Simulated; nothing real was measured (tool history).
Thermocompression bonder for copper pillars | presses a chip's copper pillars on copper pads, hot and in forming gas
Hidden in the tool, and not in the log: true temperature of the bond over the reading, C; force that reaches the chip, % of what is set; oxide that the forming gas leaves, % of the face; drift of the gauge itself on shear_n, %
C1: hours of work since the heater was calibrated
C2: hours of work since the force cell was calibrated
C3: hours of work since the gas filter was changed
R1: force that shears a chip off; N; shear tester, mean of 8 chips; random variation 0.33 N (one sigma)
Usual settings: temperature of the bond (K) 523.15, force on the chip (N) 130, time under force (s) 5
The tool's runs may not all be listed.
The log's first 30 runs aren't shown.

{"run": 31, "hour": 937.3, "temperature of the bond (K)": 542.15, "force on the chip (N)": 172, "time under force (s)": 5, "C1": 1528, "C2": 1502, "C3": 149, "R1": 99.5}
{"run": 32, "hour": 962.0, "temperature of the bond (K)": 542.15, "force on the chip (N)": 172, "time under force (s)": 5, "C1": 1543, "C2": 1517, "C3": 164, "R1": 100.5}
{"run": 33, "hour": 988.1, "temperature of the bond (K)": 513.15, "force on the chip (N)": 88, "time under force (s)": 3, "C1": 1559, "C2": 1532, "C3": 180, "R1": 33.8}
{"run": 34, "hour": 1009.1, "temperature of the bond (K)": 524.15, "force on the chip (N)": 130, "time under force (s)": 5, "C1": 1572, "C2": 1545, "C3": 193, "R1": 70.5}
{"run": 35, "hour": 1046.9, "temperature of the bond (K)": 514.15, "force on the chip (N)": 79, "time under force (s)": 9, "C1": 1595, "C2": 1568, "C3": 216, "R1": 47}
{"hour": 1049.5, "done": "gauge calibrated"}
{"hour": 1054.8, "done": "heater calibrated with a thermocouple chip"}
{"run": 36, "hour": 1091.7, "temperature of the bond (K)": 495.15, "force on the chip (N)": 140, "time under force (s)": 10, "C1": 22, "C2": 1594, "C3": 242, "R1": 73.2}
{"run": 37, "hour": 1133.4, "temperature of the bond (K)": 510.15, "force on the chip (N)": 140, "time under force (s)": 3, "C1": 48, "C2": 1620, "C3": 267, "R1": 56.7}
{"hour": 1162.3, "done": "force cell calibrated"}
{"run": 38, "hour": 1169.3, "temperature of the bond (K)": 498.15, "force on the chip (N)": 133, "time under force (s)": 3, "C1": 69, "C2": 4, "C3": 288, "R1": 46.6}
{"run": 39, "hour": 1196.8, "temperature of the bond (K)": 544.15, "force on the chip (N)": 133, "time under force (s)": 6, "C1": 85, "C2": 21, "C3": 305, "R1": 89.9}

Forecast each of these 3 alternatives for the next run:
{"run": "A", "hour": 1223.7, "temperature of the bond (K)": 523.15, "force on the chip (N)": 99, "time under force (s)": 10, "C1": 102, "C2": 37, "C3": 321, "R1": "?"}
{"run": "B", "hour": 1223.7, "temperature of the bond (K)": 520.15, "force on the chip (N)": 194, "time under force (s)": 15, "C1": 102, "C2": 37, "C3": 321, "R1": "?"}
{"run": "C", "hour": 1223.7, "temperature of the bond (K)": 523.15, "force on the chip (N)": 130, "time under force (s)": 4, "C1": 102, "C2": 37, "C3": 321, "R1": "?"}

run=A R1=69.3
run=B R1=116.8
run=C R1=66.5
Without the tool's hidden state the same runs would have given:
run=A R1=69.7
run=B R1=117.5
run=C R1=66.9
